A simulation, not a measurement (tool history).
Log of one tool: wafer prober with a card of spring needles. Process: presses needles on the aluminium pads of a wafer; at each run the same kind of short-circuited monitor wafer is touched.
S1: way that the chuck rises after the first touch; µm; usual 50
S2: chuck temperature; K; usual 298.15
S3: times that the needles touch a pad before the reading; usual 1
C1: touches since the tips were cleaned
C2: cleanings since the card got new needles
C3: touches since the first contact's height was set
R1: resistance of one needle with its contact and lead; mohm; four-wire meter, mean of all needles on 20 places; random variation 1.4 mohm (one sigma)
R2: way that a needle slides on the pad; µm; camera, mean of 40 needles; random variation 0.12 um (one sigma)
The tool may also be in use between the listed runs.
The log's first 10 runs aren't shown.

| run | hour | S1 | S2 | S3 | C1 | C2 | C3 | R1 | R2 |
|---|---|---|---|---|---|---|---|---|---|
|  | 81.3 | tips cleaned on abrasive film |
|  | 85.3 | tips cleaned on abrasive film |
| 11 | 85.5 | 50 | 298.15 | 1 | 132 | 50 | 111093 | 167 | 7.27 |
|  | 89.5 | tips cleaned on abrasive film |
|  | 93.4 | tips cleaned on abrasive film |
| 12 | 95.5 | 50 | 298.15 | 1 | 1107 | 52 | 116218 | 277 | 7.01 |
|  | 97.4 | tips cleaned on abrasive film |
|  | 101.9 | tips cleaned on abrasive film |
|  | 106.1 | tips cleaned on abrasive film |
| 13 | 106.3 | 50 | 298.15 | 1 | 143 | 55 | 121753 | 163 | 7.02 |
|  | 110.3 | tips cleaned on abrasive film |
|  | 114.2 | tips cleaned on abrasive film |
| 14 | 116.4 | 50 | 298.15 | 1 | 1173 | 57 | 126941 | 286 | 7.06 |
|  | 118.2 | tips cleaned on abrasive film |
|  | 122.4 | tips cleaned on abrasive film |
|  | 126.4 | tips cleaned on abrasive film |
| 15 | 126.8 | 54 | 298.15 | 1 | 219 | 60 | 132222 | 179 | 7.61 |
|  | 130.6 | tips cleaned on abrasive film |
|  | 134.8 | tips cleaned on abrasive film |
| 16 | 137.7 | 44 | 332.15 | 2 | 1513 | 62 | 137829 | 301 | 6.18 |
|  | 138.7 | tips cleaned on abrasive film |
|  | 142.8 | tips cleaned on abrasive film |
|  | 146.9 | tips cleaned on abrasive film |
| 17 | 146.9 | 44 | 392.15 | 1 | 0 | 65 | 142552 | 157 | 5.8 |
|  | 150.9 | tips cleaned on abrasive film |
| 18 | 153.4 | 44 | 392.15 | 1 | 1337 | 66 | 145910 | 380 | 6.02 |
|  | 155 | tips cleaned on abrasive film |
|  | 159.5 | tips cleaned on abrasive film |
| 19 | 160.7 | 43 | 312.15 | 2 | 628 | 68 | 149612 | 250 | 5.56 |
|  | 163.9 | tips cleaned on abrasive film |
| 20 | 166.2 | 43 | 312.15 | 2 | 1180 | 69 | 152433 | 293 | 5.73 |
|  | 168.2 | tips cleaned on abrasive film |
|  | 172 | tips cleaned on abrasive film |
|  | 176.1 | tips cleaned on abrasive film |
| 21 | 176.1 | 43 | 312.15 | 1 | 0 | 72 | 157484 | 166 | 5.7 |
|  | 180.1 | tips cleaned on abrasive film |
|  | 184.4 | tips cleaned on abrasive film |
| 22 | 185.4 | 52 | 380.15 | 1 | 533 | 74 | 162257 | 238 | 7.01 |
|  | 188.5 | tips cleaned on abrasive film |
|  | 192.5 | tips cleaned on abrasive film |
| 23 | 195.6 | 52 | 318.15 | 3 | 1668 | 76 | 167540 | 211 | 7.07 |
|  | 196.8 | tips cleaned on abrasive film |
|  | 201.3 | tips cleaned on abrasive film |
| 24 | 201.8 | 64 | 328.15 | 1 | 243 | 78 | 170652 | 178 | 9 |
|  | 205.5 | tips cleaned on abrasive film |
|  | 209.8 | tips cleaned on abrasive film |
| 25 | 211.2 | 64 | 328.15 | 1 | 719 | 80 | 175483 | 224 | 8.83 |
|  | 214.2 | tips cleaned on abrasive film |
| 26 | 217.7 | 64 | 328.15 | 1 | 1821 | 81 | 178853 | 273 | 9.09 |
|  | 218.6 | tips cleaned on abrasive film |
|  | 223.2 | tips cleaned on abrasive film |
| 27 | 225.9 | 64 | 328.15 | 2 | 1419 | 83 | 183063 | 214 | 8.88 |
|  | 227.5 | tips cleaned on abrasive film |
|  | 231.7 | tips cleaned on abrasive film |
| 28 | 235.2 | 39 | 324.15 | 1 | 1838 | 85 | 187822 | 585 | 4.82 |
|  | 235.8 | tips cleaned on abrasive film |
|  | 240 | tips cleaned on abrasive film |
|  | 243.8 | tips cleaned on abrasive film |
| 29 | 245.9 | 39 | 324.15 | 1 | 1133 | 88 | 193313 | 539 | 4.69 |
|  | 248 | tips cleaned on abrasive film |
|  | 252.5 | tips cleaned on abrasive film |
| 30 | 254.5 | 39 | 324.15 | 1 | 1055 | 90 | 197711 | 538 | 4.61 |

3 ways to go on from here, each from the tool as it stands after run 30. What would each give?
|  | 256.6 | tips cleaned on abrasive film |
|  | 260.7 | tips cleaned on abrasive film |
| A | 262.3 | 50 | 298.15 | 3 | 841 | 92 | 201697 | ? | ? |
|  | 256.6 | tips cleaned on abrasive film |
|  | 260.7 | tips cleaned on abrasive film |
| B | 262.3 | 53 | 360.15 | 1 | 841 | 92 | 201697 | ? | ? |
|  | 256.6 | tips cleaned on abrasive film |
|  | 260.7 | tips cleaned on abrasive film |
| C | 262.3 | 55 | 330.15 | 1 | 841 | 92 | 201697 | ? | ? |

| run | R1 | R2 |
|---|---|---|
| A | 200 | 6.5 |
| B | 291 | 6.69 |
| C | 282 | 7.06 |
Without the tool's hidden state the same runs would have given:
| run | R1 | R2 |
|---|---|---|
| A | 126 | 8.22 |
| B | 133 | 8.39 |
| C | 129 | 8.76 |
